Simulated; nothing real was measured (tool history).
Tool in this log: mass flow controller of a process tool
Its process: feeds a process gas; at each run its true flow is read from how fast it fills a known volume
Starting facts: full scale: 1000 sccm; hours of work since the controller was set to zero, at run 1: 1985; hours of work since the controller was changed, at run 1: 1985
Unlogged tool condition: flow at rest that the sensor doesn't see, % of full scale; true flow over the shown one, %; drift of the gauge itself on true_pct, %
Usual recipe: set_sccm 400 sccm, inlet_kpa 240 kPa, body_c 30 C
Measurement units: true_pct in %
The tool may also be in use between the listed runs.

run,hour,set_sccm,inlet_kpa,body_c,hours of work since the controller was set to zero,hours of work since the controller was changed,true_pct
1,0.0,400,240,30,1985,1985,98.42
2,171.6,400,240,30,2088,2088,98.31
3,307.7,400,240,30,2168,2168,98.38
4,387.8,638,240,30,2216,2216,98.91
5,517.7,400,240,30,2293,2293,98.24
6,653.2,400,240,30,2374,2374,98.28
7,753.4,400,240,30,2434,2434,98.26
8,920.5,400,240,30,2533,2533,98.24
9,1020.7,400,240,30,2593,2593,98.29
10,1173.7,174,240,30,2684,2684,96.70
11,1318.5,174,240,30,2770,2770,96.49
12,1450.9,174,240,30,2849,2849,96.45
13,1581.2,174,240,30,2926,2926,96.43
14,1698.8,400,240,30,2996,2996,98.19
15,1882.9,400,240,30,3106,3106,98.14
16,2043.1,863,240,30,3201,3201,99.20
17,2152.9,175,240,30,3266,3266,96.25
18,2330.9,122,240,30,3372,3372,94.74
19,2467.9,818,142,24,3454,3454,100.33
20,2632.5,400,240,22,3551,3551,98.93
21,2722.8,320,206,30,3605,3605,97.80
22,2863.1,320,206,30,3689,3689,97.84
23,3013.6,107,159,30,3778,3778,94.03
24,3186.3,107,159,30,3881,3881,94.01
25,3268.5,283,215,36,3930,3930,96.82
26,3357.0,283,215,36,3983,3983,96.93
27,3491.1,283,215,36,4062,4062,96.69
28,3659.8,190,222,29,4163,4163,96.18
29,3777.6,190,222,29,4233,4233,96.11
30,3924.4,346,150,33,4320,4320,97.89
31,4111.6,449,167,30,4431,4431,98.60
32,4277.3,291,172,34,4530,4530,97.14
33,4426.7,940,268,29,4619,4619,99.27
34,4508.3,111,231,29,4667,4667,92.91

Here are 5 independent what-if runs from the current tool condition. What would each one return?
A,4691.5,547,256,21,4776,4776,?
B,4691.5,111,208,29,4776,4776,?
C,4691.5,111,231,38,4776,4776,?
D,4691.5,208,194,30,4776,4776,?
E,4691.5,476,258,30,4776,4776,?

run,true_pct
A,99.27
B,92.94
C,91.97
D,96.34
E,98.08
Stripped of hidden state, with their random variation kept, the same runs would have yielded:
run,true_pct
A,99.64
B,98.90
C,97.93
D,99.03
E,98.65
